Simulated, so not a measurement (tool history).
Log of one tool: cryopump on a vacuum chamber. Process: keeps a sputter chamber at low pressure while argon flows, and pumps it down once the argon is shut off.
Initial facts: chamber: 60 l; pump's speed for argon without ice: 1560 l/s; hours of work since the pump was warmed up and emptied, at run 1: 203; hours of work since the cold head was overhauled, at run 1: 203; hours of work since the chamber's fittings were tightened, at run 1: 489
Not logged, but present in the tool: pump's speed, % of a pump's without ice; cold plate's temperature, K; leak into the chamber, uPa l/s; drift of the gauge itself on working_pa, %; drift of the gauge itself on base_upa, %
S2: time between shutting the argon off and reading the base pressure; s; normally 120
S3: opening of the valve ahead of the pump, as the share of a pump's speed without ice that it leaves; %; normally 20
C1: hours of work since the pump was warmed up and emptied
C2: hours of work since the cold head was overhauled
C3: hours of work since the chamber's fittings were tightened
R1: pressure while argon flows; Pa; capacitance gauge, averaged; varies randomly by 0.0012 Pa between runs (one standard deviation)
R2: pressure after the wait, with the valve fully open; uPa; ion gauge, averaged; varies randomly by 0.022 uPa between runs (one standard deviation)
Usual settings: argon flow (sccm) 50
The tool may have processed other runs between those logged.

run 1 hour=0 | argon_flow_(sccm)=50 S2=120 S3=20 | C1=203 C2=203 C3=489 | R1=0.2747 R2=0.81
run 2 hour=41.1 | argon_flow_(sccm)=50 S2=22 S3=20 | C1=221 C2=221 C3=506 | R1=0.2747 R2=2.45
run 3 hour=87.6 | argon_flow_(sccm)=50 S2=22 S3=20 | C1=241 C2=241 C3=526 | R1=0.2768 R2=2.56
run 4 hour=128.3 | argon_flow_(sccm)=50 S2=22 S3=43 | C1=258 C2=258 C3=544 | R1=0.1297 R2=2.46
run 5 hour=162.8 | argon_flow_(sccm)=50 S2=22 S3=43 | C1=273 C2=273 C3=558 | R1=0.1303 R2=2.55
run 6 hour=198.4 | argon_flow_(sccm)=50 S2=22 S3=43 | C1=288 C2=288 C3=573 | R1=0.1308 R2=2.43
run 7 hour=251 | argon_flow_(sccm)=50 S2=22 S3=42 | C1=310 C2=310 C3=596 | R1=0.135 R2=2.44
run 8 hour=298.2 | argon_flow_(sccm)=50 S2=22 S3=42 | C1=330 C2=330 C3=616 | R1=0.1348 R2=2.55
run 9 hour=345.6 | argon_flow_(sccm)=50 S2=22 S3=42 | C1=351 C2=351 C3=636 | R1=0.1332 R2=2.54
run 10 hour=376.3 | argon_flow_(sccm)=50 S2=120 S3=20 | C1=364 C2=364 C3=649 | R1=0.2761 R2=0.9
run 11 hour=413 | argon_flow_(sccm)=50 S2=120 S3=20 | C1=379 C2=379 C3=665 | R1=0.2768 R2=0.92
run 12 hour=458.8 | argon_flow_(sccm)=29 S2=38 S3=15 | C1=399 C2=399 C3=685 | R1=0.2132 R2=1.73
run 13 hour=484.5 | argon_flow_(sccm)=53 S2=43 S3=27 | C1=410 C2=410 C3=696 | R1=0.2192 R2=1.58
run 14 hour=507.6 | argon_flow_(sccm)=95 S2=100 S3=44 | C1=420 C2=420 C3=705 | R1=0.2447 R2=0.99
run 15 hour=538.1 | argon_flow_(sccm)=84 S2=128 S3=44 | C1=433 C2=433 C3=718 | R1=0.2175 R2=0.93
run 16 hour=569.2 | argon_flow_(sccm)=50 S2=283 S3=20 | C1=446 C2=446 C3=732 | R1=0.2786 R2=0.75
run 17 hour=594.2 | argon_flow_(sccm)=21 S2=145 S3=26 | C1=457 C2=457 C3=742 | R1=0.0898 R2=0.9
run 18 hour=641 | argon_flow_(sccm)=21 S2=145 S3=26 | C1=477 C2=477 C3=762 | R1=0.09 R2=0.91
run 19 hour=673.7 | argon_flow_(sccm)=21 S2=145 S3=36 | C1=491 C2=491 C3=776 | R1=0.066 R2=0.89
run 20 hour=720.6 | argon_flow_(sccm)=50 S2=287 S3=20 | C1=511 C2=511 C3=796 | R1=0.2793 R2=0.77
run 21 hour=744.4 | argon_flow_(sccm)=38 S2=36 S3=20 | C1=521 C2=521 C3=806 | R1=0.2113 R2=1.85
run 22 hour=796.9 | argon_flow_(sccm)=76 S2=262 S3=27 | C1=543 C2=543 C3=829 | R1=0.3176 R2=0.82

What if the next run were any one of these 3? Each begins from the tool's condition after run 22:
run A hour=848.5 | argon_flow_(sccm)=60 S2=101 S3=20 | C1=565 C2=565 C3=851 | R1=? R2=?
run B hour=848.5 | argon_flow_(sccm)=48 S2=25 S3=25 | C1=565 C2=565 C3=851 | R1=? R2=?
run C hour=848.5 | argon_flow_(sccm)=54 S2=262 S3=37 | C1=565 C2=565 C3=851 | R1=? R2=?

run=A R1=0.3347 R2=1.07
run=B R1=0.217 R2=2.37
run=C R1=0.1664 R2=0.81
Stripped of hidden state, with their random variation kept, the same runs would have yielded:
run=A R1=0.3244 R2=0.62
run=B R1=0.2087 R2=1.92
run=C R1=0.1571 R2=0.36
